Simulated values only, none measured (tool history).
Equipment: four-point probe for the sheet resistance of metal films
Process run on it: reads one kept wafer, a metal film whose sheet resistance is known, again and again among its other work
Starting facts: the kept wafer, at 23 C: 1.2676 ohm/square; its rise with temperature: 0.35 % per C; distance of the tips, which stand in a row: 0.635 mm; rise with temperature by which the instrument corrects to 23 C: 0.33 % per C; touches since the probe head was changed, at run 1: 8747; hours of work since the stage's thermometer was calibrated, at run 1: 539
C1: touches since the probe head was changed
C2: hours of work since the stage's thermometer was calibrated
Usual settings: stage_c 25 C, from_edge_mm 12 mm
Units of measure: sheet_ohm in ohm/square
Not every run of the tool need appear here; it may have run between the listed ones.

{"run": 1, "hour": 0.0, "stage_c": 25, "from_edge_mm": 12, "C1": 8747, "C2": 539, "sheet_ohm": 1.263587}
{"run": 2, "hour": 42.6, "stage_c": 25, "from_edge_mm": 12, "C1": 9113, "C2": 557, "sheet_ohm": 1.262767}
{"run": 3, "hour": 68.7, "stage_c": 25, "from_edge_mm": 7, "C1": 9338, "C2": 569, "sheet_ohm": 1.266654}
{"run": 4, "hour": 103.6, "stage_c": 26, "from_edge_mm": 12, "C1": 9638, "C2": 583, "sheet_ohm": 1.263855}
{"run": 5, "hour": 133.4, "stage_c": 25, "from_edge_mm": 12, "C1": 9894, "C2": 596, "sheet_ohm": 1.263621}
{"run": 6, "hour": 177.9, "stage_c": 25, "from_edge_mm": 12, "C1": 10277, "C2": 615, "sheet_ohm": 1.263703}
{"run": 7, "hour": 220.7, "stage_c": 25, "from_edge_mm": 12, "C1": 10645, "C2": 633, "sheet_ohm": 1.262969}
{"run": 8, "hour": 259.5, "stage_c": 25, "from_edge_mm": 18, "C1": 10979, "C2": 650, "sheet_ohm": 1.262086}
{"run": 9, "hour": 301.9, "stage_c": 20, "from_edge_mm": 12, "C1": 11343, "C2": 668, "sheet_ohm": 1.2616}
{"run": 10, "hour": 340.1, "stage_c": 25, "from_edge_mm": 37, "C1": 11671, "C2": 684, "sheet_ohm": 1.261012}
{"run": 11, "hour": 374.0, "stage_c": 25, "from_edge_mm": 37, "C1": 11964, "C2": 699, "sheet_ohm": 1.261441}
{"run": 12, "hour": 401.9, "stage_c": 22, "from_edge_mm": 12, "C1": 12203, "C2": 711, "sheet_ohm": 1.26187}
{"run": 13, "hour": 424.3, "stage_c": 22, "from_edge_mm": 12, "C1": 12396, "C2": 720, "sheet_ohm": 1.262381}
{"run": 14, "hour": 467.9, "stage_c": 19, "from_edge_mm": 12, "C1": 12771, "C2": 739, "sheet_ohm": 1.261437}
{"run": 15, "hour": 505.8, "stage_c": 19, "from_edge_mm": 12, "C1": 13097, "C2": 755, "sheet_ohm": 1.260918}
{"run": 16, "hour": 524.5, "stage_c": 27, "from_edge_mm": 12, "C1": 13257, "C2": 763, "sheet_ohm": 1.263867}
{"run": 17, "hour": 546.1, "stage_c": 27, "from_edge_mm": 12, "C1": 13444, "C2": 772, "sheet_ohm": 1.263141}
{"run": 18, "hour": 574.1, "stage_c": 27, "from_edge_mm": 12, "C1": 13684, "C2": 784, "sheet_ohm": 1.263832}
{"run": 19, "hour": 612.2, "stage_c": 27, "from_edge_mm": 12, "C1": 14012, "C2": 800, "sheet_ohm": 1.263408}
{"run": 20, "hour": 648.3, "stage_c": 27, "from_edge_mm": 12, "C1": 14323, "C2": 816, "sheet_ohm": 1.263283}
{"run": 21, "hour": 667.8, "stage_c": 22, "from_edge_mm": 12, "C1": 14491, "C2": 824, "sheet_ohm": 1.262081}
{"run": 22, "hour": 693.0, "stage_c": 22, "from_edge_mm": 12, "C1": 14707, "C2": 835, "sheet_ohm": 1.261788}
{"run": 23, "hour": 716.7, "stage_c": 22, "from_edge_mm": 12, "C1": 14910, "C2": 845, "sheet_ohm": 1.261688}
{"run": 24, "hour": 756.1, "stage_c": 32, "from_edge_mm": 17, "C1": 15249, "C2": 861, "sheet_ohm": 1.264003}
{"run": 25, "hour": 786.2, "stage_c": 23, "from_edge_mm": 45, "C1": 15509, "C2": 874, "sheet_ohm": 1.260064}
{"run": 26, "hour": 827.7, "stage_c": 23, "from_edge_mm": 45, "C1": 15865, "C2": 892, "sheet_ohm": 1.260233}
{"run": 27, "hour": 858.0, "stage_c": 20, "from_edge_mm": 8, "C1": 16126, "C2": 905, "sheet_ohm": 1.263308}
{"run": 28, "hour": 900.5, "stage_c": 27, "from_edge_mm": 48, "C1": 16491, "C2": 923, "sheet_ohm": 1.261545}
{"run": 29, "hour": 933.7, "stage_c": 27, "from_edge_mm": 32, "C1": 16777, "C2": 937, "sheet_ohm": 1.262338}
{"run": 30, "hour": 975.9, "stage_c": 20, "from_edge_mm": 19, "C1": 17140, "C2": 955, "sheet_ohm": 1.259781}
{"run": 31, "hour": 1001.8, "stage_c": 35, "from_edge_mm": 8, "C1": 17363, "C2": 966, "sheet_ohm": 1.268317}
{"run": 32, "hour": 1025.3, "stage_c": 21, "from_edge_mm": 37, "C1": 17565, "C2": 976, "sheet_ohm": 1.259864}
{"run": 33, "hour": 1064.4, "stage_c": 20, "from_edge_mm": 5, "C1": 17901, "C2": 993, "sheet_ohm": 1.270498}
{"run": 34, "hour": 1091.0, "stage_c": 23, "from_edge_mm": 12, "C1": 18130, "C2": 1004, "sheet_ohm": 1.262025}
{"run": 35, "hour": 1113.4, "stage_c": 32, "from_edge_mm": 17, "C1": 18322, "C2": 1014, "sheet_ohm": 1.26377}
{"run": 36, "hour": 1156.2, "stage_c": 25, "from_edge_mm": 36, "C1": 18691, "C2": 1032, "sheet_ohm": 1.261527}
{"run": 37, "hour": 1197.8, "stage_c": 27, "from_edge_mm": 74, "C1": 19048, "C2": 1050, "sheet_ohm": 1.261458}
{"run": 38, "hour": 1240.8, "stage_c": 26, "from_edge_mm": 3, "C1": 19418, "C2": 1068, "sheet_ohm": 1.290463}
{"run": 39, "hour": 1283.9, "stage_c": 25, "from_edge_mm": 4, "C1": 19788, "C2": 1086, "sheet_ohm": 1.277951}
{"run": 40, "hour": 1310.5, "stage_c": 25, "from_edge_mm": 4, "C1": 20018, "C2": 1098, "sheet_ohm": 1.277244}
{"run": 41, "hour": 1343.1, "stage_c": 26, "from_edge_mm": 54, "C1": 20298, "C2": 1112, "sheet_ohm": 1.260881}
{"run": 42, "hour": 1387.5, "stage_c": 22, "from_edge_mm": 55, "C1": 20680, "C2": 1130, "sheet_ohm": 1.259361}
{"run": 43, "hour": 1414.9, "stage_c": 25, "from_edge_mm": 3, "C1": 20915, "C2": 1142, "sheet_ohm": 1.290414}
{"run": 44, "hour": 1446.5, "stage_c": 20, "from_edge_mm": 3, "C1": 21187, "C2": 1156, "sheet_ohm": 1.288541}
{"run": 45, "hour": 1487.9, "stage_c": 26, "from_edge_mm": 38, "C1": 21543, "C2": 1173, "sheet_ohm": 1.260627}
{"run": 46, "hour": 1520.2, "stage_c": 26, "from_edge_mm": 12, "C1": 21821, "C2": 1187, "sheet_ohm": 1.262261}

3 ways to go on from here, each from the tool as it stands after run 46. What would each give?
{"run": "A", "hour": 1539.2, "stage_c": 26, "from_edge_mm": 41, "C1": 21984, "C2": 1195, "sheet_ohm": "?"}
{"run": "B", "hour": 1539.2, "stage_c": 23, "from_edge_mm": 44, "C1": 21984, "C2": 1195, "sheet_ohm": "?"}
{"run": "C", "hour": 1539.2, "stage_c": 20, "from_edge_mm": 43, "C1": 21984, "C2": 1195, "sheet_ohm": "?"}

run=A sheet_ohm=1.260505
run=B sheet_ohm=1.259699
run=C sheet_ohm=1.259181
Had the tool no hidden state, the same runs would have come out as:
run=A sheet_ohm=1.268351
run=B sheet_ohm=1.267550
run=C sheet_ohm=1.267040

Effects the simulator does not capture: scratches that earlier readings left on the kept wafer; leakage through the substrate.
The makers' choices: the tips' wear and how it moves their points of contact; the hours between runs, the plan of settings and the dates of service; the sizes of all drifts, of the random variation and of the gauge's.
